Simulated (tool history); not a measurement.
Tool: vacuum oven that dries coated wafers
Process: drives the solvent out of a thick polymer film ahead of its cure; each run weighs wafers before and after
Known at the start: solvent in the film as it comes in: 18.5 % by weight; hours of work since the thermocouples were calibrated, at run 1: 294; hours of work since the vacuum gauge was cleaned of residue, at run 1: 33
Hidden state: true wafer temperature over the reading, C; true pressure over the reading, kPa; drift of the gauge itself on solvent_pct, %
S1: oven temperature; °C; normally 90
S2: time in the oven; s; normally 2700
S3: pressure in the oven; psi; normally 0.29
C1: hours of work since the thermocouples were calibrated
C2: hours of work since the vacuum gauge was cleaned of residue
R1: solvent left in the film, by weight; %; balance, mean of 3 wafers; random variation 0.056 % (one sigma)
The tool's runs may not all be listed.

run 1 hour=0 | S1=90 S2=2700 S3=0.29 | C1=294 C2=33 | R1=5.02
run 2 hour=12.4 | S1=90 S2=2700 S3=0.29 | C1=303 C2=41 | R1=4.95
run 3 hour=19.8 | S1=90 S2=1680 S3=0.29 | C1=307 C2=46 | R1=7.34
run 4 hour=31.1 | S1=90 S2=1680 S3=0.29 | C1=315 C2=53 | R1=7.39
run 5 hour=42.5 | S1=90 S2=1680 S3=0.29 | C1=322 C2=61 | R1=7.4
run 6 hour=48 | S1=90 S2=2400 S3=0.29 | C1=326 C2=65 | R1=5.54
run 7 hour=58.8 | S1=90 S2=2700 S3=1.009 | C1=333 C2=72 | R1=8.03
run 8 hour=67.8 | S1=90 S2=2700 S3=1.009 | C1=339 C2=78 | R1=8.05
run 9 hour=73.3 | S1=90 S2=2700 S3=1.009 | C1=343 C2=81 | R1=8.05
run 10 hour=86.1 | S1=90 S2=2700 S3=0.29 | C1=351 C2=90 | R1=5.03
run 11 hour=94 | S1=90 S2=2700 S3=0.29 | C1=356 C2=95 | R1=5.06
run 12 hour=103.8 | S1=90 S2=3480 S3=0.29 | C1=363 C2=101 | R1=3.85
run 13 hour=113 | S1=81 S2=1980 S3=0.547 | C1=369 C2=107 | R1=10.67
run 14 hour=123.6 | S1=89 S2=1800 S3=0.561 | C1=376 C2=114 | R1=8.36
run 15 hour=135.3 | S1=90 S2=2820 S3=0.933 | C1=383 C2=122 | R1=7.49
run 16 hour=145.3 | S1=83 S2=2700 S3=0.45 | C1=390 C2=128 | R1=8.41
run 17 hour=152.9 | S1=77 S2=2580 S3=0.206 | C1=395 C2=133 | R1=9.56
run 18 hour=158.8 | S1=77 S2=2580 S3=0.206 | C1=399 C2=137 | R1=9.65
run 19 hour=164.5 | S1=100 S2=3240 S3=0.602 | C1=402 C2=141 | R1=2.88
run 20 hour=170.2 | S1=100 S2=3240 S3=0.602 | C1=406 C2=145 | R1=2.71
run 21 hour=178.8 | S1=96 S2=1920 S3=0.162 | C1=412 C2=150 | R1=4.11

Branching from run 21: 5 alternative next runs. What would each branch give?
run A hour=189.6 | S1=100 S2=3780 S3=0.421 | C1=419 C2=157 | R1=?
run B hour=189.6 | S1=90 S2=2700 S3=1.107 | C1=419 C2=157 | R1=?
run C hour=189.6 | S1=77 S2=1920 S3=0.162 | C1=419 C2=157 | R1=?
run D hour=189.6 | S1=92 S2=2700 S3=0.29 | C1=419 C2=157 | R1=?
run E hour=189.6 | S1=82 S2=3720 S3=0.27 | C1=419 C2=157 | R1=?

run=A R1=1.89
run=B R1=8.47
run=C R1=10.79
run=D R1=4.28
run=E R1=6.35
Stripped of hidden state, with their random variation kept, the same runs would have yielded:
run=A R1=1.92
run=B R1=8.61
run=C R1=10.89
run=D R1=4.4
run=E R1=6.48
